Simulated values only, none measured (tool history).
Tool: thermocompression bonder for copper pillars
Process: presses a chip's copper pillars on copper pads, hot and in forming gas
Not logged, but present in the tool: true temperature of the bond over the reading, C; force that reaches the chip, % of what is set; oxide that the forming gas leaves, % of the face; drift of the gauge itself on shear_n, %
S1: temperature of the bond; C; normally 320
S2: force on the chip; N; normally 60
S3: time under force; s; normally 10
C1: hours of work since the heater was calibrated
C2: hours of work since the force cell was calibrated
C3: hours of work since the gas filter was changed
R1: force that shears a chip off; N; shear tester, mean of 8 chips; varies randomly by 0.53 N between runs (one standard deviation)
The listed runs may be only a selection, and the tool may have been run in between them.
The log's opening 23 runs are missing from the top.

run,hour,S1,S2,S3,C1,C2,C3,R1
# hour 1359.5: force cell calibrated
24,1417.3,335,60,10,94,25,125,37.8
# hour 1423.7: forming gas filter changed
25,1455.5,335,60,10,110,41,14,42.7
26,1519.4,335,60,10,138,68,41,42.0
27,1596.0,335,39,10,170,101,74,28.8
28,1636.8,320,60,24,188,118,91,45.2
# hour 1722.1: forming gas filter changed
29,1723.9,309,74,24,225,155,1,50.2
30,1809.2,322,69,7,261,192,37,35.7
31,1883.7,314,60,14,293,224,69,35.3
32,1937.6,314,40,7,316,247,92,19.5
# hour 2023.9: forming gas filter changed
33,2027.0,314,40,7,354,285,1,21.3
34,2116.4,308,49,10,392,323,40,25.5
35,2153.8,335,60,18,408,339,55,48.3
36,2194.0,320,85,10,425,356,73,44.2
37,2255.3,346,60,18,452,382,99,50.2

Each row is a separate what-if for the run after 37, all from the same tool condition, not one after another. Results?
A,2298.5,320,54,10,470,401,117,?
B,2298.5,295,60,6,470,401,117,?
C,2298.5,296,77,29,470,401,117,?
D,2298.5,297,60,10,470,401,117,?

run,R1
A,29.9
B,19.9
C,43.8
D,24.8
What these runs would have given with no unlogged condition in the tool:
run,R1
A,33.5
B,22.1
C,49.1
D,27.7
